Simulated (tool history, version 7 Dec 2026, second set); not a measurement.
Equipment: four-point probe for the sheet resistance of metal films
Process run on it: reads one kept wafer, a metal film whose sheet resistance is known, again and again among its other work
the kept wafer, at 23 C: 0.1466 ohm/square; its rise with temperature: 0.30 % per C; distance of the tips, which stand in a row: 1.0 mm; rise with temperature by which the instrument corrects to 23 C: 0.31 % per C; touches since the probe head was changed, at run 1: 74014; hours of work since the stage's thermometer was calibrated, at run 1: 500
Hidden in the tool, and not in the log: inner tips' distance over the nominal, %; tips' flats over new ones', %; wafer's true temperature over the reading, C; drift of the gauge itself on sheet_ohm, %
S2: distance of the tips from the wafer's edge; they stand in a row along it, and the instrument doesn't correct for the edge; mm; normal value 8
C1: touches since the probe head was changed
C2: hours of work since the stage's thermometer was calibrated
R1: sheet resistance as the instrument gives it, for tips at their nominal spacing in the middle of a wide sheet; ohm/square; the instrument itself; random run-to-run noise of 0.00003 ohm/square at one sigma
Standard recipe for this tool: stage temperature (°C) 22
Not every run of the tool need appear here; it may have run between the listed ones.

Run 1, hour 0.0: usual settings; C1 74014; C2 500. Result: R1 0.148178 ohm/square.
Run 2, hour 23.2: usual settings; C1 75121; C2 516. Result: R1 0.148285 ohm/square.
Run 3, hour 40.5: usual settings but S2 54 mm; C1 75945; C2 528. Result: R1 0.147056 ohm/square.
Run 4, hour 63.6: usual settings but stage temperature (°C) 26, S2 54 mm; C1 77047; C2 544. Result: R1 0.147001 ohm/square.
Run 5, hour 80.1: usual settings but stage temperature (°C) 26, S2 54 mm; C1 77832; C2 555. Result: R1 0.147035 ohm/square.
Run 6, hour 104.5: usual settings but stage temperature (°C) 26, S2 54 mm; C1 78999; C2 572. Result: R1 0.147086 ohm/square.
Run 7, hour 126.1: usual settings but stage temperature (°C) 25, S2 54 mm; C1 80026; C2 587. Result: R1 0.147124 ohm/square.
Run 8, hour 140.4: usual settings but stage temperature (°C) 25, S2 54 mm; C1 80709; C2 596. Result: R1 0.147082 ohm/square.
Run 9, hour 165.6: usual settings but stage temperature (°C) 25, S2 54 mm; C1 81912; C2 614. Result: R1 0.147098 ohm/square.
Run 10, hour 192.8: usual settings but stage temperature (°C) 25, S2 54 mm; C1 83208; C2 632. Result: R1 0.147125 ohm/square.
Run 11, hour 206.8: usual settings but stage temperature (°C) 25, S2 54 mm; C1 83877; C2 642. Result: R1 0.147103 ohm/square.
Run 12, hour 219.1: usual settings but stage temperature (°C) 26, S2 6 mm; C1 84464; C2 650. Result: R1 0.149263 ohm/square.
Run 13, hour 232.2: usual settings but stage temperature (°C) 26, S2 6 mm; C1 85087; C2 659. Result: R1 0.149312 ohm/square.
Run 14, hour 257.1: usual settings but stage temperature (°C) 26, S2 6 mm; C1 86276; C2 676. Result: R1 0.149291 ohm/square.

Predict each of these 5 candidate next runs independently; none follows another, all start after run 14:
Run A, hour 274.0: usual settings but stage temperature (°C) 18, S2 17 mm; C1 87085; C2 688. Result: R1 ?.
Run B, hour 274.0: usual settings but S2 74 mm; C1 87085; C2 688. Result: R1 ?.
Run C, hour 274.0: usual settings but stage temperature (°C) 26, S2 7 mm; C1 87085; C2 688. Result: R1 ?.
Run D, hour 274.0: usual settings but S2 7 mm; C1 87085; C2 688. Result: R1 ?.
Run E, hour 274.0: usual settings but stage temperature (°C) 35, S2 42 mm; C1 87085; C2 688. Result: R1 ?.

run        R1
  A  0.147509
  B  0.147245
  C  0.148764
  D  0.148771
  E  0.147021
What these runs would have given with no unlogged condition in the tool:
run        R1
  A  0.146945
  B  0.146682
  C  0.148195
  D  0.148203
  E  0.146457

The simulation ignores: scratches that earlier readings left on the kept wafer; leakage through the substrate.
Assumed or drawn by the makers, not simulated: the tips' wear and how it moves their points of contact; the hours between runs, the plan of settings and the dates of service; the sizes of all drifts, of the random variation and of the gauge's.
